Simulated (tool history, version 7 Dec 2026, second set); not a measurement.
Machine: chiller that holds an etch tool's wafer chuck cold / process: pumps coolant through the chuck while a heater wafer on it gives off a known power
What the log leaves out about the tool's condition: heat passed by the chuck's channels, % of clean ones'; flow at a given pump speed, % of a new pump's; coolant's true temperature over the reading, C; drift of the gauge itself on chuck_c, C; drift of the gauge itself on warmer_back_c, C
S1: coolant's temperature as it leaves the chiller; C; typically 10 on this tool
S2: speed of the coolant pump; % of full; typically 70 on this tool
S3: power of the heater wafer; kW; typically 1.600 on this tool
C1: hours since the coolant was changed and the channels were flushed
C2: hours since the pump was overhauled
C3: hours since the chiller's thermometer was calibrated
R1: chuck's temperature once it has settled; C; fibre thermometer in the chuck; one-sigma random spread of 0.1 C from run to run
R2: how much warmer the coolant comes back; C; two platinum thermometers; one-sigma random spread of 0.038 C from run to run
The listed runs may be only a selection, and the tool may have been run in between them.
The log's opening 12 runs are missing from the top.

run 13 hour=1551.2 | S1=1 S2=70 S3=1.600 | C1=596 C2=3670 C3=2149 | R1=22.6 R2=8.08
run 14 hour=1722.7 | S1=10 S2=70 S3=1.113 | C1=768 C2=3841 C3=2320 | R1=25.1 R2=5.68
run 15 hour=1869.2 | S1=10 S2=70 S3=1.113 | C1=914 C2=3987 C3=2467 | R1=25.2 R2=5.66
run 16 hour=1961.2 | S1=10 S2=70 S3=1.600 | C1=1006 C2=4080 C3=2559 | R1=31.8 R2=8.16
run 17 hour=2134.8 | S1=10 S2=70 S3=1.600 | C1=1180 C2=4253 C3=2732 | R1=31.8 R2=8.13
run 18 hour=2291.2 | S1=7 S2=70 S3=1.600 | C1=1336 C2=4410 C3=2889 | R1=28.9 R2=8.18
run 19 hour=2435.1 | S1=10 S2=70 S3=1.245 | C1=1480 C2=4553 C3=3032 | R1=27.3 R2=6.34
run 20 hour=2602.4 | S1=8 S2=90 S3=1.600 | C1=1647 C2=4721 C3=3200 | R1=26.1 R2=6.40
-- hour=2616.4 chiller's thermometer calibrated
run 21 hour=2718.2 | S1=8 S2=90 S3=1.600 | C1=1762 C2=4835 C3=102 | R1=26.0 R2=6.43
run 22 hour=2837.2 | S1=14 S2=90 S3=1.995 | C1=1881 C2=4955 C3=221 | R1=36.7 R2=8.02
run 23 hour=2989.7 | S1=14 S2=73 S3=1.535 | C1=2033 C2=5107 C3=373 | R1=34.7 R2=7.50
run 24 hour=3081.9 | S1=17 S2=73 S3=1.416 | C1=2126 C2=5199 C3=465 | R1=36.1 R2=7.01
run 25 hour=3185.7 | S1=19 S2=77 S3=1.049 | C1=2229 C2=5303 C3=569 | R1=32.6 R2=4.95
run 26 hour=3266.9 | S1=19 S2=77 S3=1.049 | C1=2311 C2=5384 C3=650 | R1=32.6 R2=4.91
-- hour=3340.0 chiller's thermometer calibrated, once more
run 27 hour=3438.5 | S1=17 S2=73 S3=1.148 | C1=2481 C2=5555 C3=98 | R1=32.9 R2=5.77
run 28 hour=3539.8 | S1=3 S2=79 S3=2.220 | C1=2583 C2=5656 C3=200 | R1=32.0 R2=10.21
run 29 hour=3650.0 | S1=3 S2=79 S3=2.220 | C1=2693 C2=5766 C3=310 | R1=32.0 R2=10.32
run 30 hour=3825.9 | S1=16 S2=79 S3=1.600 | C1=2869 C2=5942 C3=486 | R1=36.7 R2=7.41
run 31 hour=3940.8 | S1=5 S2=83 S3=0.985 | C1=2984 C2=6057 C3=601 | R1=17.4 R2=4.36

Predict each of these 5 candidate next runs independently; none follows another, all start after run 31:
run A hour=4020.7 | S1=5 S2=90 S3=0.985 | C1=3064 C2=6137 C3=681 | R1=? R2=?
run B hour=4020.7 | S1=10 S2=70 S3=1.479 | C1=3064 C2=6137 C3=681 | R1=? R2=?
run C hour=4020.7 | S1=9 S2=62 S3=1.615 | C1=3064 C2=6137 C3=681 | R1=? R2=?
run D hour=4020.7 | S1=10 S2=70 S3=2.046 | C1=3064 C2=6137 C3=681 | R1=? R2=?
run E hour=4020.7 | S1=14 S2=66 S3=0.985 | C1=3064 C2=6137 C3=681 | R1=? R2=?

run=A R1=16.5 R2=4.02
run=B R1=31.5 R2=7.79
run=C R1=34.9 R2=9.44
run=D R1=39.5 R2=10.71
run=E R1=28.9 R2=5.48
With the hidden condition removed and each run's random variation left untouched, the same runs would have given:
run=A R1=15.3 R2=3.76
run=B R1=29.3 R2=7.28
run=C R1=32.2 R2=8.82
run=D R1=36.3 R2=10.01
run=E R1=27.4 R2=5.12

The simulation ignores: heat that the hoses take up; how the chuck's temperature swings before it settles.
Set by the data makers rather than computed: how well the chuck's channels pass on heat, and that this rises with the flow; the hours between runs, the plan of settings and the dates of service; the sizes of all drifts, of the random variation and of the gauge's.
